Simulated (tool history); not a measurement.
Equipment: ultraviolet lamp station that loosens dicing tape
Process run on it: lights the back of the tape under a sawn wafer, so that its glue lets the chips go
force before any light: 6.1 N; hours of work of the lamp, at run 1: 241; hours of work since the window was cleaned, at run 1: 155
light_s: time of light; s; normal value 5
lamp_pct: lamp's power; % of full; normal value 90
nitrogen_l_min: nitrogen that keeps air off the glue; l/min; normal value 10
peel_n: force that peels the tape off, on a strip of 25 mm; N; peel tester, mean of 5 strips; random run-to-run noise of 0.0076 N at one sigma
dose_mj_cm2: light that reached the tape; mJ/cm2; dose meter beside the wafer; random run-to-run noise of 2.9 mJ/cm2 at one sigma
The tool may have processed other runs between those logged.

| run | hour | light_s | lamp_pct | nitrogen_l_min | hours of work of the lamp | hours of work since the window was cleaned | peel_n | dose_mj_cm2 |
|---|---|---|---|---|---|---|---|---|
| 1 | 0 | 5 | 90 | 10 | 241 | 155 | 0.327 | 363 |
| 2 | 8 | 5 | 90 | 10 | 246 | 159 | 0.344 | 367 |
| 3 | 16.8 | 5 | 90 | 10 | 251 | 164 | 0.344 | 365 |
| 4 | 23.7 | 5 | 90 | 10 | 255 | 168 | 0.337 | 366 |
| 5 | 34.5 | 5 | 90 | 14 | 261 | 174 | 0.304 | 361 |
| 6 | 41 | 5 | 90 | 10 | 265 | 178 | 0.341 | 366 |
| 7 | 52.1 | 5 | 92 | 10 | 271 | 185 | 0.342 | 371 |
| 8 | 59.4 | 5 | 92 | 10 | 275 | 189 | 0.343 | 368 |
|  | 60.8 | window cleaned of glue's vapour |
| 9 | 70.5 | 5 | 92 | 10 | 282 | 6 | 0.347 | 361 |
| 10 | 82.6 | 5 | 90 | 5 | 289 | 13 | 0.499 | 353 |
| 11 | 92.2 | 5 | 90 | 5 | 294 | 18 | 0.488 | 352 |
| 12 | 100.9 | 5 | 64 | 10 | 299 | 23 | 0.601 | 246 |
| 13 | 106.9 | 5 | 90 | 10 | 303 | 27 | 0.37 | 348 |
| 14 | 116.8 | 5 | 90 | 10 | 308 | 32 | 0.355 | 348 |
|  | 118.4 | window cleaned of glue's vapour, once more |
| 15 | 129.3 | 5 | 90 | 10 | 315 | 6 | 0.332 | 358 |
| 16 | 136.8 | 4 | 92 | 10 | 320 | 11 | 0.473 | 296 |
| 17 | 148.1 | 4 | 92 | 10 | 326 | 17 | 0.485 | 294 |
| 18 | 160.1 | 7 | 62 | 4 | 333 | 24 | 0.58 | 343 |
| 19 | 167.4 | 5 | 62 | 4 | 337 | 28 | 0.978 | 243 |
| 20 | 180.3 | 3 | 69 | 5 | 345 | 36 | 1.639 | 160 |
| 21 | 187.9 | 3 | 69 | 5 | 349 | 40 | 1.671 | 162 |
| 22 | 197.4 | 3 | 69 | 5 | 355 | 46 | 1.628 | 162 |
| 23 | 202.8 | 3 | 69 | 5 | 358 | 49 | 1.708 | 163 |
| 24 | 208.8 | 5 | 90 | 6 | 361 | 52 | 0.447 | 348 |
| 25 | 214.8 | 5 | 90 | 6 | 365 | 56 | 0.47 | 344 |
| 26 | 220.5 | 5 | 90 | 6 | 368 | 59 | 0.45 | 345 |
| 27 | 231.6 | 5 | 95 | 8 | 375 | 66 | 0.367 | 362 |
| 28 | 244.7 | 2 | 68 | 3 | 382 | 73 | 2.929 | 102 |
| 29 | 256 | 5 | 95 | 8 | 389 | 80 | 0.383 | 362 |

Here are 5 independent what-if runs from the current tool condition. What would each one return?
| A | 266.7 | 4 | 90 | 10 | 395 | 86 | ? | ? |
| B | 266.7 | 6 | 90 | 10 | 395 | 86 | ? | ? |
| C | 266.7 | 5 | 90 | 17 | 395 | 86 | ? | ? |
| D | 266.7 | 2 | 95 | 9 | 395 | 86 | ? | ? |
| E | 266.7 | 5 | 95 | 15 | 395 | 86 | ? | ? |

| run | peel_n | dose_mj_cm2 |
|---|---|---|
| A | 0.522 | 269 |
| B | 0.296 | 405 |
| C | 0.326 | 337 |
| D | 1.497 | 141 |
| E | 0.296 | 359 |
Had the tool no hidden state, the same runs would have come out as:
| run | peel_n | dose_mj_cm2 |
|---|---|---|
| A | 0.363 | 340 |
| B | 0.25 | 512 |
| C | 0.268 | 426 |
| D | 1.078 | 178 |
| E | 0.245 | 454 |
